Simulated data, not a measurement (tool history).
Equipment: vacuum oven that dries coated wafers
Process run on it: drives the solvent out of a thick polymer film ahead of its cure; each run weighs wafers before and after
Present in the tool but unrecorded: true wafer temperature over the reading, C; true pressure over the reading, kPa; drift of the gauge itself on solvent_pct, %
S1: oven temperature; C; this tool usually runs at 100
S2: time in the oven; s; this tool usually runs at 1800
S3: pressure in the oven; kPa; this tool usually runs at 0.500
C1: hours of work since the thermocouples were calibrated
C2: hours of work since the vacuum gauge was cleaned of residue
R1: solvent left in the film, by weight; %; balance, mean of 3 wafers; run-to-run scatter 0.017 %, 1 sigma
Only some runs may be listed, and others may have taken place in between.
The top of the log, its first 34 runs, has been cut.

run	hour	S1	S2	S3	C1	C2	R1
35	704.0	101	2220	1.707	214	728	0.89
36	722.3	110	1800	0.306	225	739	0.23
37	742.7	110	1800	0.516	236	751	0.30
38	758.7	108	1860	0.516	246	760	0.31
39	787.8	97	1800	0.807	262	776	1.54
40	800.4	97	1800	0.391	270	784	1.37
41	816.1	108	1500	1.477	279	793	0.94
42	842.1	100	2580	0.500	293	808	0.39
43	855.7	100	1440	0.819	301	816	1.80
44	870.5	112	1380	0.529	310	824	0.49
45	896.0	112	1380	0.529	324	839	0.51
46	912.1	112	1380	0.529	334	848	0.51

Each row is a separate what-if for the run after 46, all from the same tool condition, not one after another. Results?
A	930.7	94	1380	0.529	344	859	?
B	930.7	101	1740	1.391	344	859	?
C	930.7	112	1680	1.151	344	859	?
D	930.7	114	1800	0.435	344	859	?

run	R1
A	3.03
B	1.27
C	0.44
D	0.18
What these runs would have given with no unlogged condition in the tool:
run	R1
A	3.03
B	1.27
C	0.44
D	0.17

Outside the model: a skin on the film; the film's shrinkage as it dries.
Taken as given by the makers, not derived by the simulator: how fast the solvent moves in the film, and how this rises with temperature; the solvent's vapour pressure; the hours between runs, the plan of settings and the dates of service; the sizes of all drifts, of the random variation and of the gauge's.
